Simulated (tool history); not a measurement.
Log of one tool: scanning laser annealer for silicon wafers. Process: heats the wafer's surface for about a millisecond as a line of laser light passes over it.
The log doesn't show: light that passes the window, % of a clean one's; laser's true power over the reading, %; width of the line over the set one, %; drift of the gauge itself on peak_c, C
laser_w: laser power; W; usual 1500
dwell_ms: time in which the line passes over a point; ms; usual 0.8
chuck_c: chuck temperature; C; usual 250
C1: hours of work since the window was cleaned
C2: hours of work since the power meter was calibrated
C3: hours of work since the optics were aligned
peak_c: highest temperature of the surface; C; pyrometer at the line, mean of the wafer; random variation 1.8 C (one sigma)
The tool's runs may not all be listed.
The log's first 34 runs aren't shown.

run 35 hour=1100.4 | laser_w=1438 dwell_ms=0.593 chuck_c=244 | C1=62 C2=643 C3=348 | peak_c=875
run 36 hour=1144.5 | laser_w=1438 dwell_ms=0.593 chuck_c=244 | C1=86 C2=667 C3=372 | peak_c=873
run 37 hour=1179.5 | laser_w=1438 dwell_ms=0.593 chuck_c=244 | C1=105 C2=686 C3=391 | peak_c=869
run 38 hour=1225 | laser_w=1438 dwell_ms=0.593 chuck_c=244 | C1=130 C2=711 C3=416 | peak_c=868
run 39 hour=1249.5 | laser_w=1312 dwell_ms=0.8 chuck_c=250 | C1=144 C2=724 C3=429 | peak_c=895
run 40 hour=1288.2 | laser_w=1312 dwell_ms=0.8 chuck_c=250 | C1=165 C2=746 C3=450 | peak_c=893
run 41 hour=1331 | laser_w=1373 dwell_ms=0.629 chuck_c=250 | C1=188 C2=769 C3=474 | peak_c=849
run 42 hour=1372.2 | laser_w=1500 dwell_ms=0.856 chuck_c=279 | C1=211 C2=791 C3=496 | peak_c=1064

Forecast each of these 3 alternatives for the next run:
run A hour=1390.7 | laser_w=1500 dwell_ms=0.641 chuck_c=250 | C1=221 C2=802 C3=506 | peak_c=?
run B hour=1390.7 | laser_w=1281 dwell_ms=0.756 chuck_c=287 | C1=221 C2=802 C3=506 | peak_c=?
run C hour=1390.7 | laser_w=1377 dwell_ms=0.627 chuck_c=281 | C1=221 C2=802 C3=506 | peak_c=?

run=A peak_c=927
run=B peak_c=886
run=C peak_c=880
Without the tool's hidden state the same runs would have given:
run=A peak_c=958
run=B peak_c=913
run=C peak_c=907
